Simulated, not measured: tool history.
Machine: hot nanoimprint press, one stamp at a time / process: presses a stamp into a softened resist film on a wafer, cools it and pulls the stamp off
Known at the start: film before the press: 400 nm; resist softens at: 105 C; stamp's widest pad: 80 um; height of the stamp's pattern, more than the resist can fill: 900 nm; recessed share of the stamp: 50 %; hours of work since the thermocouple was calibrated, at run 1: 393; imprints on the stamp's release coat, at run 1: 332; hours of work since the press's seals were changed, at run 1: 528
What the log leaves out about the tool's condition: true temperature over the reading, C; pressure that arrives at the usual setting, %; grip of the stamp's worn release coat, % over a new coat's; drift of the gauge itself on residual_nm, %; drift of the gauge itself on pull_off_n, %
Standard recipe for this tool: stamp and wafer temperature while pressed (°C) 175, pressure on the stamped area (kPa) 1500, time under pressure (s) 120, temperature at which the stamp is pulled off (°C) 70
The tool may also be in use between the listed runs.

run	hour	stamp and wafer temperature while pressed (°C)	pressure on the stamped area (kPa)	time under pressure (s)	temperature at which the stamp is pulled off (°C)	hours of work since the thermocouple was calibrated	imprints on the stamp's release coat	hours of work since the press's seals were changed	resist left under the stamp's widest pad (angstrom)	greatest force while the stamp is pulled off (N)
1	0.0	175	1500	120	70	393	332	528	2354	149
2	72.1	175	1500	120	70	440	622	576	2337	152
# hour 136.4: stamp cleaned and given a new release coat
3	173.9	175	1500	66	70	504	151	639	2797	145
4	234.8	175	1500	66	70	544	395	679	2793	148
# hour 281.4: plate thermocouple calibrated
5	306.4	175	1500	120	70	16	670	724	2306	156
# hour 354.0: stamp cleaned and given a new release coat
6	403.5	175	1500	120	70	77	199	784	2296	148
7	466.3	175	1500	120	70	118	450	826	2316	148
8	537.0	175	1500	120	70	164	734	872	2307	157
# hour 567.3: stamp cleaned and given a new release coat
9	596.4	175	1500	120	70	200	116	908	2322	143
# hour 610.0: press's hydraulic seals changed and the load cell set to zero
10	664.5	175	1500	120	70	239	357	36	2307	147
11	742.1	175	1500	120	70	291	669	87	2304	157
# hour 787.8: stamp cleaned and given a new release coat
12	818.1	175	1500	120	70	337	121	133	2314	145
13	901.7	175	1500	120	70	392	457	188	2324	157
14	976.5	175	1500	120	70	441	756	238	2356	167
# hour 1002.8: stamp cleaned and given a new release coat
15	1038.0	175	1150	214	70	478	141	274	2217	146
16	1094.9	175	1150	214	70	515	370	312	2231	153
17	1133.8	175	1500	68	66	541	526	337	2740	169
# hour 1182.3: plate thermocouple calibrated
# hour 1221.9: stamp cleaned and given a new release coat
18	1228.2	177	1500	120	64	26	25	394	2103	159
19	1275.3	168	1880	117	70	57	214	425	2717	139
20	1331.2	168	1880	117	70	94	438	462	2738	149
21	1414.6	171	1600	133	61	149	773	517	2513	198
# hour 1437.4: stamp cleaned and given a new release coat
22	1480.8	171	1600	133	61	189	174	556	2552	180
23	1545.3	182	1600	133	61	231	433	599	1661	192
24	1604.2	175	1500	135	65	270	669	638	2267	178
# hour 1648.8: stamp cleaned and given a new release coat
25	1674.3	175	1500	135	65	312	102	680	2260	168

Below, each run's measurement less what the same run would have read without the hidden state. Both values contain the same run-to-run variation, but the gauge's scatter may not be the same in both:
run	resist left under the stamp's widest pad (angstrom)	greatest force while the stamp is pulled off (N)
1	+79	+12
2	+86	+19
3	+95	+8
4	+101	+14
5	+28	+18
6	+36	+6
7	+43	+12
8	+50	+21
9	+56	+4
10	+41	+11
11	+50	+19
12	+57	+6
13	+65	+15
14	+74	+24
15	+76	+7
16	+82	+13
17	+87	+19
18	+24	+2
19	+36	+6
20	+41	+13
21	+48	+27
22	+55	+7
23	+46	+16
24	+64	+22
25	+69	+5
